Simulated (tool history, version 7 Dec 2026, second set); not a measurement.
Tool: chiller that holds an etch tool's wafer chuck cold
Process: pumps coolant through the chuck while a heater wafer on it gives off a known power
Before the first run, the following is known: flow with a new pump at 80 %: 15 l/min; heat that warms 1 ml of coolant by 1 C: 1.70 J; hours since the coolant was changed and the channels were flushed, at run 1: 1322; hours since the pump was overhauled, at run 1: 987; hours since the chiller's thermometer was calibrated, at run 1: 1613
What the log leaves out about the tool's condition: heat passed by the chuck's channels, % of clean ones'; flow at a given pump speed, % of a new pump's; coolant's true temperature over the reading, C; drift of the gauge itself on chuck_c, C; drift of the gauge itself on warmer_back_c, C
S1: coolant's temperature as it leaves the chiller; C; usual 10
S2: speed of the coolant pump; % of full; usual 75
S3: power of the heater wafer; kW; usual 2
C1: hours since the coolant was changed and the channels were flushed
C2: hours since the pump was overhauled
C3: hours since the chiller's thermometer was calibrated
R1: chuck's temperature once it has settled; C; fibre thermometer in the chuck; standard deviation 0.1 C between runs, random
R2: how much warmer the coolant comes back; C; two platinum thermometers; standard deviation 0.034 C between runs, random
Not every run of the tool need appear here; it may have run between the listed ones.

run 1 hour=0 | S1=10 S2=75 S3=2 | C1=1322 C2=987 C3=1613 | R1=27.6 R2=5
run 2 hour=44.4 | S1=10 S2=75 S3=2 | C1=1367 C2=1031 C3=1658 | R1=27.5 R2=5.09
run 3 hour=76.6 | S1=10 S2=75 S3=2 | C1=1399 C2=1063 C3=1690 | R1=27.6 R2=5.12
run 4 hour=100.3 | S1=10 S2=75 S3=2 | C1=1423 C2=1087 C3=1714 | R1=27.4 R2=5.06
run 5 hour=130.7 | S1=10 S2=63 S3=2 | C1=1453 C2=1118 C3=1744 | R1=29.6 R2=6.08
run 6 hour=159.3 | S1=10 S2=75 S3=2 | C1=1482 C2=1146 C3=1773 | R1=27.5 R2=5.13
run 7 hour=209 | S1=10 S2=75 S3=2 | C1=1531 C2=1196 C3=1822 | R1=27.5 R2=5.11
run 8 hour=251.2 | S1=10 S2=75 S3=2 | C1=1574 C2=1238 C3=1865 | R1=27.5 R2=5.19
run 9 hour=302 | S1=10 S2=75 S3=2 | C1=1624 C2=1289 C3=1915 | R1=27.5 R2=5.22
run 10 hour=344 | S1=10 S2=75 S3=2 | C1=1666 C2=1331 C3=1957 | R1=27.6 R2=5.26
run 11 hour=381.7 | S1=10 S2=75 S3=2 | C1=1704 C2=1369 C3=1995 | R1=27.7 R2=5.21
run 12 hour=426.6 | S1=10 S2=75 S3=2.393 | C1=1749 C2=1413 C3=2040 | R1=31.1 R2=6.27
run 13 hour=461.7 | S1=4 S2=75 S3=2.393 | C1=1784 C2=1449 C3=2075 | R1=24.8 R2=6.31
run 14 hour=512 | S1=10 S2=75 S3=1.379 | C1=1834 C2=1499 C3=2125 | R1=21.9 R2=3.74
run 15 hour=550.7 | S1=19 S2=75 S3=2 | C1=1873 C2=1538 C3=2164 | R1=36.5 R2=5.25
run 16 hour=580.8 | S1=10 S2=75 S3=2 | C1=1903 C2=1568 C3=2194 | R1=27.4 R2=5.35
run 17 hour=639.3 | S1=9 S2=94 S3=1.991 | C1=1962 C2=1626 C3=2253 | R1=23.8 R2=4.25
run 18 hour=692.5 | S1=1 S2=75 S3=1.042 | C1=2015 C2=1679 C3=2306 | R1=10.2 R2=3.01
run 19 hour=750.1 | S1=1 S2=75 S3=1.042 | C1=2073 C2=1737 C3=2363 | R1=10.2 R2=3.05
run 20 hour=805.1 | S1=1 S2=75 S3=1.042 | C1=2128 C2=1792 C3=2418 | R1=10.2 R2=3.1
-- hour=817.1 gauge calibrated
run 21 hour=854.7 | S1=6 S2=86 S3=2 | C1=2177 C2=1842 C3=2468 | R1=21.8 R2=4.41
run 22 hour=899.3 | S1=6 S2=86 S3=2 | C1=2222 C2=1886 C3=2513 | R1=21.9 R2=4.42
run 23 hour=926.3 | S1=10 S2=75 S3=1.043 | C1=2249 C2=1913 C3=2540 | R1=19 R2=2.67
run 24 hour=972.5 | S1=10 S2=75 S3=2.006 | C1=2295 C2=1959 C3=2586 | R1=27.6 R2=5.12
run 25 hour=1021.6 | S1=15 S2=97 S3=1.233 | C1=2344 C2=2009 C3=2635 | R1=23.8 R2=2.52
-- hour=1056.3 chiller's thermometer calibrated
run 26 hour=1063.7 | S1=0 S2=75 S3=1.654 | C1=2385 C2=2050 C3=7 | R1=14.2 R2=4.3
run 27 hour=1101 | S1=0 S2=75 S3=1.654 | C1=2422 C2=2087 C3=45 | R1=14.5 R2=4.27
run 28 hour=1154.4 | S1=10 S2=91 S3=2 | C1=2476 C2=2140 C3=98 | R1=25.3 R2=4.33
run 29 hour=1192.9 | S1=7 S2=69 S3=1.108 | C1=2514 C2=2179 C3=137 | R1=17.3 R2=3.22
run 30 hour=1231.7 | S1=7 S2=69 S3=1.108 | C1=2553 C2=2218 C3=175 | R1=17.2 R2=3.27

What will run 31 give?
run 31 hour=1279.4 | S1=14 S2=69 S3=1.581 | C1=2601 C2=2265 C3=223 | R1=? R2=?

{"run 31": {"R1": 28.7, "R2": 4.61}}
With the hidden condition absent and the run-to-run variation left alone, this run would have shown R1 28.6 C, R2 4.37 C.

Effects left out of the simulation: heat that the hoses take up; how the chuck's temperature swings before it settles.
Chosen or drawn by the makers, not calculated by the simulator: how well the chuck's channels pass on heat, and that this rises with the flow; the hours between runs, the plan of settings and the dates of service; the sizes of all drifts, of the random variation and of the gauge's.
